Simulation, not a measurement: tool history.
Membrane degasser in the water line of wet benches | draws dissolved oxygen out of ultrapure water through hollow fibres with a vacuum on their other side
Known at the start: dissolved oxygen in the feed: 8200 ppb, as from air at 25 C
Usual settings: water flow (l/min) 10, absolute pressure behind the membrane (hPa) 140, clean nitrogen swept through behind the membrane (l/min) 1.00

run    hour  water flow (l/min)  absolute pressure behind the membrane (hPa)  clean nitrogen swept through behind the membrane (l/min)  dissolved oxygen in the water behind the degasser (ppb)  pressure that the water loses in the fibres (hPa)
  1     0.0                  10                                          140                                                      1.00                                                    264.1                                              583.7
  2    90.4                  10                                          140                                                      1.00                                                    264.3                                              588.6
  3   187.1                  10                                          140                                                      1.00                                                    264.0                                              588.1
  4   304.7                  10                                          140                                                      2.96                                                     95.8                                              586.9
  5   383.0                  10                                          140                                                      1.00                                                    261.9                                              588.7
  6   475.0                  10                                          140                                                      1.00                                                    262.9                                              588.8
  7   614.1                  10                                          140                                                      1.00                                                    265.5                                              587.1
      622.1  -- vacuum gauge calibrated
  8   726.1                  10                                          154                                                      1.00                                                    296.8                                              589.7
  9   823.1                  10                                          154                                                      1.00                                                    298.1                                              588.1
 10   902.4                   7                                          140                                                      1.00                                                    195.1                                              409.9
 11  1030.9                   7                                          140                                                      1.00                                                    195.7                                              413.5
 12  1147.7                   7                                          140                                                      1.00                                                    198.1                                              410.0

Forecast run 13:
 13  1265.6                  10                                          140                                                      1.54                                                        ?                                                  ?

{"run 13": {"dissolved oxygen in the water behind the degasser (ppb)": 183.0, "pressure that the water loses in the fibres (hPa)": 591.6}}
Without the tool's hidden state the same run would have given dissolved oxygen in the water behind the degasser (ppb) 170.4, pressure that the water loses in the fibres (hPa) 586.0.

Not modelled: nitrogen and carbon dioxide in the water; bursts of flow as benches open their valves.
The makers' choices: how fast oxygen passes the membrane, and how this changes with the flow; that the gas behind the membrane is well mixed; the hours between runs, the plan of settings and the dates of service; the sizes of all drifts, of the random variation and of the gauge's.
